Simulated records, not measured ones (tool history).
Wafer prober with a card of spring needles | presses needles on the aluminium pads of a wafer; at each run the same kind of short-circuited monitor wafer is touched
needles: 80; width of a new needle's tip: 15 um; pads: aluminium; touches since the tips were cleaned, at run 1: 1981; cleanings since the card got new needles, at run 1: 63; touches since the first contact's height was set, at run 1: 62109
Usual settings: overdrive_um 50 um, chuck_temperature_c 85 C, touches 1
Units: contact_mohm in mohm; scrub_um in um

run,hour,overdrive_um,chuck_temperature_c,touches,touches since the tips were cleaned,cleanings since the card got new needles,touches since the first contact's height was set,contact_mohm,scrub_um
1,0,50,85,1,1981,63,62109,133,9.71
# hour 26.9: tips cleaned on abrasive film
2,43.7,50,85,1,3648,64,71580,131,9.69
# hour 68.1: tips cleaned on abrasive film
3,87.6,50,85,1,4238,65,81085,130,9.71
# hour 109.8: tips cleaned on abrasive film
4,132,50,85,3,4829,66,90711,131,9.64
# hour 146.1: tips cleaned on abrasive film
5,180.9,50,85,3,7558,67,101305,131,9.66
# hour 187.1: tips cleaned on abrasive film
# hour 228.4: tips cleaned on abrasive film
6,232.5,50,111,1,889,69,112467,135,9.69
# hour 270.4: tips cleaned on abrasive film
7,293.7,50,111,1,5059,70,125744,134,9.67
# hour 313.3: tips cleaned on abrasive film
# hour 353.7: tips cleaned on abrasive film
8,363.2,50,85,1,2062,72,140777,132,9.65
# hour 389.9: tips cleaned on abrasive film
# hour 427.1: tips cleaned on abrasive film
9,436.9,50,85,1,2122,74,156752,127,9.64
# hour 470.3: tips cleaned on abrasive film
# hour 503.3: height of the first contact set anew
# hour 508.1: tips cleaned on abrasive film
10,508.8,54,46,2,155,76,1189,124,10.41
# hour 547.5: tips cleaned on abrasive film
11,550.3,54,46,2,619,77,10172,119,10.42
# hour 591.6: tips cleaned on abrasive film
12,607.9,38,31,2,3537,78,22647,130,7.32
# hour 632.4: tips cleaned on abrasive film
# hour 672.8: tips cleaned on abrasive film
13,694.8,38,31,2,4775,80,41477,130,7.3
# hour 709.2: tips cleaned on abrasive film
# hour 745.8: tips cleaned on abrasive film
14,779,38,113,2,7214,82,59730,146,7.31
# hour 787.5: tips cleaned on abrasive film
# hour 827.2: tips cleaned on abrasive film
15,854.5,35,34,2,5950,84,76089,133,6.67
# hour 867.7: tips cleaned on abrasive film
16,902.1,34,76,2,7465,85,86384,142,6.52
# hour 907.7: tips cleaned on abrasive film
# hour 945.5: tips cleaned on abrasive film
# hour 985.7: tips cleaned on abrasive film
17,991.2,34,76,2,1209,88,105684,142,6.49

Forecast each of these 4 alternatives for the next run:
# hour 1027: tips cleaned on abrasive film
# hour 1063.4: tips cleaned on abrasive film
A,1083.3,39,85,3,4329,90,125635,?,?
# hour 1027: tips cleaned on abrasive film
# hour 1063.4: tips cleaned on abrasive film
B,1083.3,31,85,1,4329,90,125635,?,?
# hour 1027: tips cleaned on abrasive film
# hour 1063.4: tips cleaned on abrasive film
C,1083.3,68,85,1,4329,90,125635,?,?
# hour 1027: tips cleaned on abrasive film
# hour 1063.4: tips cleaned on abrasive film
D,1083.3,34,65,1,4329,90,125635,?,?

run,contact_mohm,scrub_um
A,138,7.44
B,147,5.92
C,122,12.95
D,141,6.47
Without the tool's hidden state the same runs would have given:
run,contact_mohm,scrub_um
A,138,7.58
B,147,6.02
C,122,13.18
D,140,6.59
